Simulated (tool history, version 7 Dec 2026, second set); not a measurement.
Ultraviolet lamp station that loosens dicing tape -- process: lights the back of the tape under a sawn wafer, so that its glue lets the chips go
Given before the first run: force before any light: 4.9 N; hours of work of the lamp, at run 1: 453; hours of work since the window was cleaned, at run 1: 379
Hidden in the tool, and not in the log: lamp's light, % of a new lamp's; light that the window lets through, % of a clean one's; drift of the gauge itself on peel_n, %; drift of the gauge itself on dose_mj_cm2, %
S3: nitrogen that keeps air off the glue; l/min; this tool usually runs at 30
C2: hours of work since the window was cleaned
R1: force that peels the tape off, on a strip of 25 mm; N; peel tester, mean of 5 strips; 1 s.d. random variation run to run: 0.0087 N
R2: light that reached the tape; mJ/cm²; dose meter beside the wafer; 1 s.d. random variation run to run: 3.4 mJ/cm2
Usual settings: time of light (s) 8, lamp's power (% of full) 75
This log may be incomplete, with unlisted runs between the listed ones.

{"run": 1, "hour": 0.0, "time of light (s)": 8, "lamp's power (% of full)": 75, "S3": 30, "hours of work of the lamp": 453, "C2": 379, "R1": 0.645, "R2": 411}
{"run": 2, "hour": 61.0, "time of light (s)": 8, "lamp's power (% of full)": 75, "S3": 30, "hours of work of the lamp": 486, "C2": 412, "R1": 0.67, "R2": 405}
{"run": 3, "hour": 126.8, "time of light (s)": 8, "lamp's power (% of full)": 83, "S3": 30, "hours of work of the lamp": 522, "C2": 447, "R1": 0.572, "R2": 425}
{"run": 4, "hour": 200.2, "time of light (s)": 8, "lamp's power (% of full)": 83, "S3": 30, "hours of work of the lamp": 561, "C2": 487, "R1": 0.619, "R2": 423}
{"run": 5, "hour": 279.6, "time of light (s)": 8, "lamp's power (% of full)": 83, "S3": 30, "hours of work of the lamp": 604, "C2": 530, "R1": 0.659, "R2": 409}
{"hour": 358.3, "done": "window cleaned of glue's vapour"}
{"run": 6, "hour": 358.7, "time of light (s)": 8, "lamp's power (% of full)": 83, "S3": 30, "hours of work of the lamp": 647, "C2": 0, "R1": 0.512, "R2": 460}
{"run": 7, "hour": 428.6, "time of light (s)": 8, "lamp's power (% of full)": 83, "S3": 30, "hours of work of the lamp": 684, "C2": 38, "R1": 0.517, "R2": 452}
{"run": 8, "hour": 470.9, "time of light (s)": 8, "lamp's power (% of full)": 72, "S3": 30, "hours of work of the lamp": 707, "C2": 61, "R1": 0.717, "R2": 387}
{"run": 9, "hour": 539.8, "time of light (s)": 8, "lamp's power (% of full)": 75, "S3": 30, "hours of work of the lamp": 744, "C2": 98, "R1": 0.699, "R2": 396}
{"run": 10, "hour": 598.5, "time of light (s)": 8, "lamp's power (% of full)": 69, "S3": 30, "hours of work of the lamp": 776, "C2": 130, "R1": 0.823, "R2": 357}
{"run": 11, "hour": 663.7, "time of light (s)": 8, "lamp's power (% of full)": 69, "S3": 30, "hours of work of the lamp": 811, "C2": 165, "R1": 0.875, "R2": 342}
{"run": 12, "hour": 736.6, "time of light (s)": 8, "lamp's power (% of full)": 75, "S3": 30, "hours of work of the lamp": 851, "C2": 204, "R1": 0.768, "R2": 362}
{"run": 13, "hour": 806.0, "time of light (s)": 8, "lamp's power (% of full)": 75, "S3": 30, "hours of work of the lamp": 888, "C2": 242, "R1": 0.855, "R2": 353}
{"run": 14, "hour": 856.1, "time of light (s)": 8, "lamp's power (% of full)": 75, "S3": 30, "hours of work of the lamp": 915, "C2": 269, "R1": 0.829, "R2": 343}
{"run": 15, "hour": 920.0, "time of light (s)": 8, "lamp's power (% of full)": 75, "S3": 49, "hours of work of the lamp": 950, "C2": 303, "R1": 0.764, "R2": 334}
{"run": 16, "hour": 978.4, "time of light (s)": 8, "lamp's power (% of full)": 75, "S3": 49, "hours of work of the lamp": 981, "C2": 335, "R1": 0.785, "R2": 325}
{"run": 17, "hour": 1061.6, "time of light (s)": 8, "lamp's power (% of full)": 75, "S3": 30, "hours of work of the lamp": 1026, "C2": 380, "R1": 0.992, "R2": 315}
{"run": 18, "hour": 1105.1, "time of light (s)": 9, "lamp's power (% of full)": 75, "S3": 30, "hours of work of the lamp": 1050, "C2": 403, "R1": 0.822, "R2": 348}
{"run": 19, "hour": 1186.0, "time of light (s)": 8, "lamp's power (% of full)": 75, "S3": 30, "hours of work of the lamp": 1093, "C2": 447, "R1": 1.067, "R2": 295}
{"run": 20, "hour": 1265.5, "time of light (s)": 8, "lamp's power (% of full)": 75, "S3": 30, "hours of work of the lamp": 1136, "C2": 490, "R1": 1.107, "R2": 288}
{"run": 21, "hour": 1328.9, "time of light (s)": 8, "lamp's power (% of full)": 75, "S3": 30, "hours of work of the lamp": 1171, "C2": 524, "R1": 1.27, "R2": 277}
{"hour": 1362.3, "done": "lamp changed"}
{"run": 22, "hour": 1402.7, "time of light (s)": 8, "lamp's power (% of full)": 75, "S3": 30, "hours of work of the lamp": 22, "C2": 564, "R1": 0.541, "R2": 441}
{"hour": 1420.8, "done": "window cleaned of glue's vapour"}
{"run": 23, "hour": 1494.1, "time of light (s)": 5, "lamp's power (% of full)": 75, "S3": 54, "hours of work of the lamp": 71, "C2": 40, "R1": 0.764, "R2": 322}
{"run": 24, "hour": 1536.3, "time of light (s)": 5, "lamp's power (% of full)": 75, "S3": 54, "hours of work of the lamp": 94, "C2": 62, "R1": 0.833, "R2": 316}
{"run": 25, "hour": 1617.6, "time of light (s)": 5, "lamp's power (% of full)": 75, "S3": 54, "hours of work of the lamp": 138, "C2": 106, "R1": 0.834, "R2": 309}
{"run": 26, "hour": 1706.6, "time of light (s)": 8, "lamp's power (% of full)": 75, "S3": 39, "hours of work of the lamp": 186, "C2": 154, "R1": 0.417, "R2": 473}
{"run": 27, "hour": 1746.8, "time of light (s)": 4, "lamp's power (% of full)": 71, "S3": 9, "hours of work of the lamp": 207, "C2": 176, "R1": 2.179, "R2": 221}
{"run": 28, "hour": 1791.9, "time of light (s)": 6, "lamp's power (% of full)": 90, "S3": 11, "hours of work of the lamp": 232, "C2": 200, "R1": 0.979, "R2": 418}
{"run": 29, "hour": 1847.0, "time of light (s)": 6, "lamp's power (% of full)": 90, "S3": 11, "hours of work of the lamp": 262, "C2": 230, "R1": 1.008, "R2": 413}
{"run": 30, "hour": 1909.8, "time of light (s)": 8, "lamp's power (% of full)": 95, "S3": 24, "hours of work of the lamp": 295, "C2": 264, "R1": 0.372, "R2": 557}
{"run": 31, "hour": 1965.0, "time of light (s)": 8, "lamp's power (% of full)": 95, "S3": 24, "hours of work of the lamp": 325, "C2": 294, "R1": 0.384, "R2": 541}
{"run": 32, "hour": 2010.6, "time of light (s)": 8, "lamp's power (% of full)": 89, "S3": 46, "hours of work of the lamp": 350, "C2": 319, "R1": 0.358, "R2": 500}
{"run": 33, "hour": 2056.6, "time of light (s)": 7, "lamp's power (% of full)": 70, "S3": 14, "hours of work of the lamp": 375, "C2": 343, "R1": 1.159, "R2": 342}
{"run": 34, "hour": 2106.6, "time of light (s)": 7, "lamp's power (% of full)": 70, "S3": 19, "hours of work of the lamp": 402, "C2": 370, "R1": 1.038, "R2": 335}
{"run": 35, "hour": 2171.7, "time of light (s)": 11, "lamp's power (% of full)": 80, "S3": 30, "hours of work of the lamp": 437, "C2": 406, "R1": 0.296, "R2": 583}
{"run": 36, "hour": 2247.7, "time of light (s)": 7, "lamp's power (% of full)": 75, "S3": 15, "hours of work of the lamp": 478, "C2": 447, "R1": 1.165, "R2": 335}
{"run": 37, "hour": 2305.1, "time of light (s)": 5, "lamp's power (% of full)": 75, "S3": 12, "hours of work of the lamp": 509, "C2": 478, "R1": 1.845, "R2": 235}
{"run": 38, "hour": 2348.4, "time of light (s)": 6, "lamp's power (% of full)": 69, "S3": 12, "hours of work of the lamp": 532, "C2": 501, "R1": 1.696, "R2": 258}
{"run": 39, "hour": 2401.7, "time of light (s)": 8, "lamp's power (% of full)": 69, "S3": 44, "hours of work of the lamp": 561, "C2": 530, "R1": 0.759, "R2": 333}
{"hour": 2485.4, "done": "window cleaned of glue's vapour"}
{"run": 40, "hour": 2489.5, "time of light (s)": 9, "lamp's power (% of full)": 83, "S3": 40, "hours of work of the lamp": 608, "C2": 2, "R1": 0.334, "R2": 512}
{"run": 41, "hour": 2535.1, "time of light (s)": 9, "lamp's power (% of full)": 83, "S3": 40, "hours of work of the lamp": 633, "C2": 27, "R1": 0.353, "R2": 505}
{"run": 42, "hour": 2586.3, "time of light (s)": 6, "lamp's power (% of full)": 92, "S3": 40, "hours of work of the lamp": 661, "C2": 54, "R1": 0.683, "R2": 364}
{"run": 43, "hour": 2670.2, "time of light (s)": 10, "lamp's power (% of full)": 88, "S3": 40, "hours of work of the lamp": 706, "C2": 100, "R1": 0.278, "R2": 560}
{"run": 44, "hour": 2732.6, "time of light (s)": 10, "lamp's power (% of full)": 88, "S3": 40, "hours of work of the lamp": 740, "C2": 134, "R1": 0.296, "R2": 554}

How would selected steps in R1 from run to run divide? Give the signed amount a tool lacking its hidden state would still show from settings, what came in and random variation, and the signed amount left for the hidden state, including any gauge scatter that is not in both of the compared results.
Run 21 -> 22: lamp changed. R1 -0.729 N: hidden state -0.702, all else -0.027.
Run 26 -> 27: time of light (s) 8 -> 4, lamp's power (% of full) 75 -> 71, S3 39 -> 9. R1 +1.762 N: hidden state +0.167, all else +1.595.
Run 27 -> 28: time of light (s) 4 -> 6, lamp's power (% of full) 71 -> 90, S3 9 -> 11. R1 -1.200 N: hidden state -0.039, all else -1.161.
Run 35 -> 36: time of light (s) 11 -> 7, lamp's power (% of full) 80 -> 75, S3 30 -> 15. R1 +0.869 N: hidden state +0.356, all else +0.513.
Run 38 -> 39: time of light (s) 6 -> 8, S3 12 -> 44. R1 -0.937 N: hidden state -0.221, all else -0.716.
Run 39 -> 40: time of light (s) 8 -> 9, lamp's power (% of full) 69 -> 83, S3 44 -> 40, window cleaned of glue's vapour. R1 -0.425 N: hidden state -0.260, all else -0.165.
